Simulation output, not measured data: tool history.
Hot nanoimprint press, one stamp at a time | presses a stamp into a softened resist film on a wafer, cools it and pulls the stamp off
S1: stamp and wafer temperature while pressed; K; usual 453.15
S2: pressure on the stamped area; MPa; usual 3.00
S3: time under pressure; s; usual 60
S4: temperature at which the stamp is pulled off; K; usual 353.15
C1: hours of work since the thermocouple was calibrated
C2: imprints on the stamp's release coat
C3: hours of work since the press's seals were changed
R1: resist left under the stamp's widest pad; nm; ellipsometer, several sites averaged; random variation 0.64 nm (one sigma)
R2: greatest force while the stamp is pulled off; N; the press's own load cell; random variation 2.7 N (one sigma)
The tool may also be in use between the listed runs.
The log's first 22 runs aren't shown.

run 23 hour=476.4 | S1=442.15 S2=3.00 S3=60 S4=353.15 | C1=14 C2=901 C3=634 | R1=125.8 R2=233
-- hour=487.0 stamp cleaned and given a new release coat
run 24 hour=509.1 | S1=454.15 S2=3.00 S3=30 S4=353.15 | C1=32 C2=97 C3=652 | R1=108.0 R2=217
run 25 hour=529.8 | S1=453.15 S2=4.69 S3=60 S4=347.15 | C1=46 C2=188 C3=665 | R1=70.6 R2=254
run 26 hour=555.0 | S1=453.15 S2=4.69 S3=60 S4=347.15 | C1=63 C2=298 C3=682 | R1=70.1 R2=254
run 27 hour=570.6 | S1=453.15 S2=2.54 S3=60 S4=353.15 | C1=73 C2=366 C3=693 | R1=94.0 R2=220
run 28 hour=593.5 | S1=453.15 S2=2.54 S3=60 S4=353.15 | C1=88 C2=467 C3=708 | R1=94.3 R2=222
run 29 hour=619.0 | S1=453.15 S2=2.54 S3=60 S4=353.15 | C1=105 C2=578 C3=725 | R1=93.7 R2=224
run 30 hour=633.4 | S1=453.15 S2=2.54 S3=62 S4=360.15 | C1=115 C2=641 C3=735 | R1=92.9 R2=181

3 ways to go on from here, each from the tool as it stands after run 30. What would each give?
run A hour=657.2 | S1=453.15 S2=3.00 S3=60 S4=347.15 | C1=131 C2=746 C3=751 | R1=? R2=?
run B hour=657.2 | S1=448.15 S2=2.45 S3=60 S4=353.15 | C1=131 C2=746 C3=751 | R1=? R2=?
run C hour=657.2 | S1=453.15 S2=3.00 S3=54 S4=353.15 | C1=131 C2=746 C3=751 | R1=? R2=?

run=A R1=86.7 R2=267
run=B R1=112.3 R2=223
run=C R1=90.0 R2=226
Without the tool's hidden state the same runs would have given:
run=A R1=87.3 R2=249
run=B R1=113.5 R2=209
run=C R1=90.6 R2=212

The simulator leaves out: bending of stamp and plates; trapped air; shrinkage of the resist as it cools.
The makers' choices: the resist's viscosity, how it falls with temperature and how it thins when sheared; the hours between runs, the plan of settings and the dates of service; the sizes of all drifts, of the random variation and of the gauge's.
